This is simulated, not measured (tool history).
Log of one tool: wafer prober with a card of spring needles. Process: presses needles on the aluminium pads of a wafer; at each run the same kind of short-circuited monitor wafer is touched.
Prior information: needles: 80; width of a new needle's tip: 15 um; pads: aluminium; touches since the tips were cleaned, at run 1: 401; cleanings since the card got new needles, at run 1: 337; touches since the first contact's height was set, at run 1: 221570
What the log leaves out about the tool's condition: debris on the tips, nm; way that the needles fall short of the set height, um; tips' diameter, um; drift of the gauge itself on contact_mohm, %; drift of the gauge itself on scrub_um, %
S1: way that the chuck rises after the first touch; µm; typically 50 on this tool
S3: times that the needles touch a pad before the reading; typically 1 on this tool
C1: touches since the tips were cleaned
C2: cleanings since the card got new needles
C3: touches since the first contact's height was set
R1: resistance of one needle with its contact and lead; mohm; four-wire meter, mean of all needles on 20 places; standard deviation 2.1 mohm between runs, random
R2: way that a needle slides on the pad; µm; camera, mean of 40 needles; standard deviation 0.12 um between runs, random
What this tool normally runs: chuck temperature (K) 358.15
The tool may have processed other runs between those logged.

Run 1, hour 0.0: usual settings; C1 401; C2 337; C3 221570. Result: R1 297 mohm, R2 6.20 µm.
At hour 3.3: tips cleaned on abrasive film.
At hour 7.5: tips cleaned on abrasive film.
At hour 10.8: tips cleaned on abrasive film.
At hour 15.0: tips cleaned on abrasive film.
At hour 16.1: height of the first contact set anew.
At hour 19.4: tips cleaned on abrasive film.
At hour 23.6: tips cleaned on abrasive film.
At hour 26.9: tips cleaned on abrasive film.
At hour 31.1: tips cleaned on abrasive film.
At hour 35.2: tips cleaned on abrasive film.
At hour 39.3: tips cleaned on abrasive film.
At hour 43.5: tips cleaned on abrasive film.
At hour 47.6: tips cleaned on abrasive film.
At hour 51.8: tips cleaned on abrasive film.
At hour 55.9: tips cleaned on abrasive film.
At hour 60.1: tips cleaned on abrasive film.
At hour 64.2: tips cleaned on abrasive film.
At hour 68.4: tips cleaned on abrasive film.
At hour 72.5: tips cleaned on abrasive film.
At hour 76.7: tips cleaned on abrasive film.
At hour 80.0: tips cleaned on abrasive film.
At hour 84.2: tips cleaned on abrasive film.
At hour 88.3: tips cleaned on abrasive film.
Run 2, hour 89.7: usual settings but chuck temperature (K) 310.15; C1 709; C2 359; C3 36945. Result: R1 278 mohm, R2 7.16 µm.
At hour 92.2: tips cleaned on abrasive film.
At hour 96.4: tips cleaned on abrasive film.
At hour 100.5: tips cleaned on abrasive film.
At hour 104.7: tips cleaned on abrasive film.
At hour 108.0: tips cleaned on abrasive film.
At hour 112.1: tips cleaned on abrasive film.
At hour 116.3: tips cleaned on abrasive film.
At hour 120.4: tips cleaned on abrasive film.
At hour 123.8: tips cleaned on abrasive film.
At hour 127.9: tips cleaned on abrasive film.
At hour 132.1: tips cleaned on abrasive film.
Run 3, hour 135.2: usual settings but chuck temperature (K) 309.15; C1 1601; C2 370; C3 59789. Result: R1 338 mohm, R2 7.06 µm.
At hour 136.1: tips cleaned on abrasive film.
At hour 139.4: tips cleaned on abrasive film.
At hour 143.6: tips cleaned on abrasive film.
At hour 147.7: tips cleaned on abrasive film.
At hour 151.9: tips cleaned on abrasive film.
At hour 156.0: tips cleaned on abrasive film.
At hour 159.4: tips cleaned on abrasive film.
At hour 163.5: tips cleaned on abrasive film.
At hour 166.9: tips cleaned on abrasive film.
At hour 171.0: tips cleaned on abrasive film.
At hour 175.1: tips cleaned on abrasive film.
At hour 179.3: tips cleaned on abrasive film.
At hour 182.6: tips cleaned on abrasive film.
At hour 186.8: tips cleaned on abrasive film.
At hour 190.9: tips cleaned on abrasive film.
At hour 195.1: tips cleaned on abrasive film.
At hour 199.2: tips cleaned on abrasive film.
Run 4, hour 201.6: usual settings but S1 57 µm; C1 1210; C2 387; C3 93070. Result: R1 310 mohm, R2 8.13 µm.
At hour 203.3: tips cleaned on abrasive film.
At hour 207.4: tips cleaned on abrasive film.
At hour 211.6: tips cleaned on abrasive film.
At hour 215.7: tips cleaned on abrasive film.
At hour 219.9: tips cleaned on abrasive film.
At hour 224.0: tips cleaned on abrasive film.
At hour 228.2: tips cleaned on abrasive film.
At hour 232.3: tips cleaned on abrasive film.
At hour 236.5: tips cleaned on abrasive film.
At hour 240.6: tips cleaned on abrasive film.
Run 5, hour 242.3: usual settings but S1 57 µm; C1 863; C2 397; C3 113509. Result: R1 300 mohm, R2 8.03 µm.
At hour 244.0: tips cleaned on abrasive film.
At hour 256.0: card fitted with new needles.
At hour 259.4: tips cleaned on abrasive film.
At hour 263.5: tips cleaned on abrasive film.
At hour 267.7: tips cleaned on abrasive film.
At hour 271.8: tips cleaned on abrasive film.
At hour 276.0: tips cleaned on abrasive film.
At hour 280.1: tips cleaned on abrasive film.
At hour 284.2: tips cleaned on abrasive film.
At hour 287.6: tips cleaned on abrasive film.
At hour 291.7: tips cleaned on abrasive film.
Run 6, hour 293.5: usual settings; C1 927; C2 9; C3 18838. Result: R1 260 mohm, R2 7.53 µm.
At hour 295.3: tips cleaned on abrasive film.
At hour 299.4: tips cleaned on abrasive film.
At hour 303.6: tips cleaned on abrasive film.
At hour 307.7: tips cleaned on abrasive film.
At hour 311.8: tips cleaned on abrasive film.
At hour 316.0: tips cleaned on abrasive film.
At hour 320.1: tips cleaned on abrasive film.
At hour 323.5: tips cleaned on abrasive film.
At hour 327.6: tips cleaned on abrasive film.
At hour 331.0: tips cleaned on abrasive film.
At hour 335.1: tips cleaned on abrasive film.
At hour 339.3: tips cleaned on abrasive film.
At hour 343.4: tips cleaned on abrasive film.
At hour 346.7: tips cleaned on abrasive film.
At hour 350.9: tips cleaned on abrasive film.
At hour 355.0: tips cleaned on abrasive film.
At hour 359.2: tips cleaned on abrasive film.
At hour 363.3: tips cleaned on abrasive film.
At hour 367.5: tips cleaned on abrasive film.
Run 7, hour 368.0: usual settings but chuck temperature (K) 311.15; C1 256; C2 28; C3 56165. Result: R1 236 mohm, R2 7.11 µm.
At hour 371.3: tips cleaned on abrasive film.
At hour 375.5: tips cleaned on abrasive film.
At hour 379.6: tips cleaned on abrasive film.
At hour 383.0: tips cleaned on abrasive film.
At hour 387.1: tips cleaned on abrasive film.
At hour 390.4: tips cleaned on abrasive film.
At hour 394.6: tips cleaned on abrasive film.
At hour 398.7: tips cleaned on abrasive film.
At hour 402.1: tips cleaned on abrasive film.
Run 8, hour 405.2: usual settings but chuck temperature (K) 332.15; C1 1605; C2 37; C3 74847. Result: R1 273 mohm, R2 7.06 µm.
At hour 406.1: tips cleaned on abrasive film.
At hour 410.3: tips cleaned on abrasive film.
At hour 413.6: tips cleaned on abrasive film.
At hour 417.7: tips cleaned on abrasive film.
At hour 421.9: tips cleaned on abrasive film.
At hour 426.0: tips cleaned on abrasive film.
At hour 430.2: tips cleaned on abrasive film.
At hour 434.3: tips cleaned on abrasive film.
At hour 438.5: tips cleaned on abrasive film.
At hour 442.6: tips cleaned on abrasive film.
At hour 446.8: tips cleaned on abrasive film.
At hour 450.9: tips cleaned on abrasive film.
At hour 454.3: tips cleaned on abrasive film.
At hour 458.4: tips cleaned on abrasive film.
At hour 462.6: tips cleaned on abrasive film.
At hour 466.7: tips cleaned on abrasive film.
At hour 470.9: tips cleaned on abrasive film.
At hour 475.0: tips cleaned on abrasive film.
Run 9, hour 477.8: usual settings but S1 35 µm, chuck temperature (K) 322.15; C1 1438; C2 55; C3 111272. Result: R1 339 mohm, R2 4.67 µm.
At hour 478.7: tips cleaned on abrasive film.
At hour 482.0: tips cleaned on abrasive film.
At hour 486.2: tips cleaned on abrasive film.
At hour 490.3: tips cleaned on abrasive film.
At hour 494.5: tips cleaned on abrasive film.
At hour 498.6: tips cleaned on abrasive film.
At hour 502.8: tips cleaned on abrasive film.
At hour 506.9: tips cleaned on abrasive film.
At hour 511.1: tips cleaned on abrasive film.
At hour 515.2: tips cleaned on abrasive film.
At hour 519.4: tips cleaned on abrasive film.
At hour 523.5: tips cleaned on abrasive film.
At hour 527.7: tips cleaned on abrasive film.
Run 10, hour 528.8: usual settings but S1 35 µm, chuck temperature (K) 308.15, S3 2; C1 586; C2 68; C3 136849. Result: R1 265 mohm, R2 4.23 µm.
At hour 531.3: tips cleaned on abrasive film.
At hour 535.5: tips cleaned on abrasive film.
At hour 539.6: tips cleaned on abrasive film.
At hour 543.8: tips cleaned on abrasive film.
At hour 547.9: tips cleaned on abrasive film.
At hour 552.1: tips cleaned on abrasive film.
At hour 556.2: tips cleaned on abrasive film.
At hour 559.6: tips cleaned on abrasive film.
At hour 563.7: tips cleaned on abrasive film.
At hour 567.9: tips cleaned on abrasive film.
At hour 571.2: tips cleaned on abrasive film.
At hour 575.3: tips cleaned on abrasive film.
At hour 579.5: tips cleaned on abrasive film.
At hour 583.6: tips cleaned on abrasive film.
At hour 587.8: tips cleaned on abrasive film.
At hour 591.9: tips cleaned on abrasive film.
At hour 596.1: tips cleaned on abrasive film.
Run 11, hour 598.0: usual settings but chuck temperature (K) 356.15; C1 990; C2 85; C3 171578. Result: R1 279 mohm, R2 6.42 µm.
At hour 599.7: tips cleaned on abrasive film.
At hour 603.9: tips cleaned on abrasive film.
At hour 607.2: tips cleaned on abrasive film.
At hour 611.4: tips cleaned on abrasive film.
At hour 615.5: tips cleaned on abrasive film.
At hour 619.7: tips cleaned on abrasive film.
At hour 623.0: tips cleaned on abrasive film.
At hour 627.1: tips cleaned on abrasive film.
At hour 631.3: tips cleaned on abrasive film.
At hour 635.4: tips cleaned on abrasive film.
At hour 639.6: tips cleaned on abrasive film.
At hour 643.7: tips cleaned on abrasive film.
Run 12, hour 646.2: usual settings but S1 45 µm, chuck temperature (K) 372.15; C1 1279; C2 97; C3 195767. Result: R1 314 mohm, R2 5.56 µm.
At hour 647.1: tips cleaned on abrasive film.
At hour 651.3: tips cleaned on abrasive film.
At hour 655.4: tips cleaned on abrasive film.
At hour 659.6: tips cleaned on abrasive film.
At hour 663.7: tips cleaned on abrasive film.
At hour 667.9: tips cleaned on abrasive film.
At hour 672.0: tips cleaned on abrasive film.
At hour 675.4: tips cleaned on abrasive film.
At hour 679.5: tips cleaned on abrasive film.
At hour 682.9: tips cleaned on abrasive film.
At hour 687.0: tips cleaned on abrasive film.
At hour 691.2: tips cleaned on abrasive film.
At hour 694.5: tips cleaned on abrasive film.
At hour 698.6: tips cleaned on abrasive film.
At hour 702.8: tips cleaned on abrasive film.
At hour 706.9: tips cleaned on abrasive film.
At hour 711.1: tips cleaned on abrasive film.
At hour 713.8: height of the first contact set anew.
At hour 715.5: tips cleaned on abrasive film.
At hour 719.7: tips cleaned on abrasive film.
At hour 723.8: tips cleaned on abrasive film.
At hour 728.0: tips cleaned on abrasive film.
At hour 732.1: tips cleaned on abrasive film.
Run 13, hour 734.3: usual settings but S1 35 µm, chuck temperature (K) 360.15, S3 2; C1 1126; C2 119; C3 10289. Result: R1 287 mohm, R2 5.06 µm.
At hour 736.0: tips cleaned on abrasive film.
At hour 740.2: tips cleaned on abrasive film.
At hour 743.5: tips cleaned on abrasive film.
At hour 747.7: tips cleaned on abrasive film.
At hour 751.8: tips cleaned on abrasive film.
At hour 755.2: tips cleaned on abrasive film.
At hour 759.3: tips cleaned on abrasive film.
At hour 763.4: tips cleaned on abrasive film.
At hour 767.6: tips cleaned on abrasive film.
At hour 771.7: tips cleaned on abrasive film.
At hour 775.1: tips cleaned on abrasive film.
At hour 779.2: tips cleaned on abrasive film.
At hour 783.4: tips cleaned on abrasive film.
At hour 787.5: tips cleaned on abrasive film.
At hour 791.7: tips cleaned on abrasive film.
Run 14, hour 791.8: usual settings but S1 36 µm, chuck temperature (K) 299.15, S3 2; C1 71; C2 134; C3 39101. Result: R1 234 mohm, R2 5.17 µm.

Below are 3 alternative next runs, each starting from the tool's condition after run 14. Predict each:
At hour 795.2: tips cleaned on abrasive film.
At hour 799.3: tips cleaned on abrasive film.
At hour 803.5: tips cleaned on abrasive film.
At hour 807.6: tips cleaned on abrasive film.
At hour 811.7: tips cleaned on abrasive film.
At hour 815.9: tips cleaned on abrasive film.
At hour 819.2: tips cleaned on abrasive film.
At hour 823.4: tips cleaned on abrasive film.
At hour 827.5: tips cleaned on abrasive film.
At hour 831.7: tips cleaned on abrasive film.
At hour 835.8: tips cleaned on abrasive film.
At hour 839.2: tips cleaned on abrasive film.
At hour 843.3: tips cleaned on abrasive film.
At hour 847.5: tips cleaned on abrasive film.
At hour 851.6: tips cleaned on abrasive film.
At hour 855.8: tips cleaned on abrasive film.
At hour 859.9: tips cleaned on abrasive film.
Run A, hour 862.6: usual settings; C1 1389; C2 151; C3 74648. Result: R1 ?, R2 ?.
At hour 795.2: tips cleaned on abrasive film.
At hour 799.3: tips cleaned on abrasive film.
At hour 803.5: tips cleaned on abrasive film.
At hour 807.6: tips cleaned on abrasive film.
At hour 811.7: tips cleaned on abrasive film.
At hour 815.9: tips cleaned on abrasive film.
At hour 819.2: tips cleaned on abrasive film.
At hour 823.4: tips cleaned on abrasive film.
At hour 827.5: tips cleaned on abrasive film.
At hour 831.7: tips cleaned on abrasive film.
At hour 835.8: tips cleaned on abrasive film.
At hour 839.2: tips cleaned on abrasive film.
At hour 843.3: tips cleaned on abrasive film.
At hour 847.5: tips cleaned on abrasive film.
At hour 851.6: tips cleaned on abrasive film.
At hour 855.8: tips cleaned on abrasive film.
At hour 859.9: tips cleaned on abrasive film.
Run B, hour 862.6: usual settings but S1 32 µm, chuck temperature (K) 341.15, S3 3; C1 1389; C2 151; C3 74648. Result: R1 ?, R2 ?.
At hour 795.2: tips cleaned on abrasive film.
At hour 799.3: tips cleaned on abrasive film.
At hour 803.5: tips cleaned on abrasive film.
At hour 807.6: tips cleaned on abrasive film.
At hour 811.7: tips cleaned on abrasive film.
At hour 815.9: tips cleaned on abrasive film.
At hour 819.2: tips cleaned on abrasive film.
At hour 823.4: tips cleaned on abrasive film.
At hour 827.5: tips cleaned on abrasive film.
At hour 831.7: tips cleaned on abrasive film.
At hour 835.8: tips cleaned on abrasive film.
At hour 839.2: tips cleaned on abrasive film.
At hour 843.3: tips cleaned on abrasive film.
At hour 847.5: tips cleaned on abrasive film.
At hour 851.6: tips cleaned on abrasive film.
At hour 855.8: tips cleaned on abrasive film.
At hour 859.9: tips cleaned on abrasive film.
Run C, hour 862.6: usual settings but S1 41 µm, chuck temperature (K) 301.15; C1 1389; C2 151; C3 74648. Result: R1 ?, R2 ?.

run   R1    R2
  A  297  7.00
  B  297  4.31
  C  317  5.88
With no hidden state in the tool, these same runs would have given:
run   R1    R2
  A  233  7.38
  B  236  4.70
  C  218  6.27
